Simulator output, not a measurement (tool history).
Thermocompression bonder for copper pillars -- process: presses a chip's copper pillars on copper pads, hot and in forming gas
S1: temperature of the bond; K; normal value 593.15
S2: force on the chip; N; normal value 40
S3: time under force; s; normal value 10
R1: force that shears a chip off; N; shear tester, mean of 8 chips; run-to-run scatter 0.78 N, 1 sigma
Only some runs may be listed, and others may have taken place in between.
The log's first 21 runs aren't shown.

| run | hour | S1 | S2 | S3 | R1 |
|---|---|---|---|---|---|
| 22 | 983.9 | 593.15 | 32 | 28 | 62.5 |
| 23 | 1022.7 | 593.15 | 32 | 28 | 62.9 |
| 24 | 1087.2 | 615.15 | 41 | 8 | 61 |
| 25 | 1115.7 | 593.15 | 35 | 10 | 50.8 |
| 26 | 1148.6 | 593.15 | 35 | 10 | 51.4 |
| 27 | 1202.7 | 618.15 | 59 | 28 | 76.6 |
| 28 | 1252.1 | 584.15 | 49 | 11 | 59.7 |
| 29 | 1291.5 | 584.15 | 49 | 11 | 58.1 |
|  | 1301.7 | forming gas filter changed |
| 30 | 1325.9 | 584.15 | 49 | 11 | 63.3 |
| 31 | 1373.3 | 584.15 | 49 | 11 | 63 |
| 32 | 1403.3 | 593.15 | 28 | 9 | 45.8 |
| 33 | 1437.1 | 593.15 | 28 | 9 | 44.2 |
| 34 | 1483.8 | 567.15 | 28 | 5 | 26.8 |
| 35 | 1526.2 | 567.15 | 49 | 10 | 54.6 |
| 36 | 1579.5 | 595.15 | 41 | 7 | 54.5 |
| 37 | 1614.9 | 584.15 | 40 | 10 | 54 |
| 38 | 1668.9 | 600.15 | 38 | 10 | 58.2 |

Here are 4 independent what-if runs from the current tool condition. What would each one return?
| A | 1721.2 | 600.15 | 24 | 14 | ? |
| B | 1721.2 | 595.15 | 39 | 10 | ? |
| C | 1721.2 | 600.15 | 41 | 12 | ? |
| D | 1721.2 | 593.15 | 40 | 14 | ? |

| run | R1 |
|---|---|
| A | 47.4 |
| B | 57.4 |
| C | 63.2 |
| D | 60.9 |
With the hidden condition removed and each run's random variation left untouched, the same runs would have given:
| run | R1 |
|---|---|
| A | 49.3 |
| B | 59.8 |
| C | 65.8 |
| D | 63.5 |
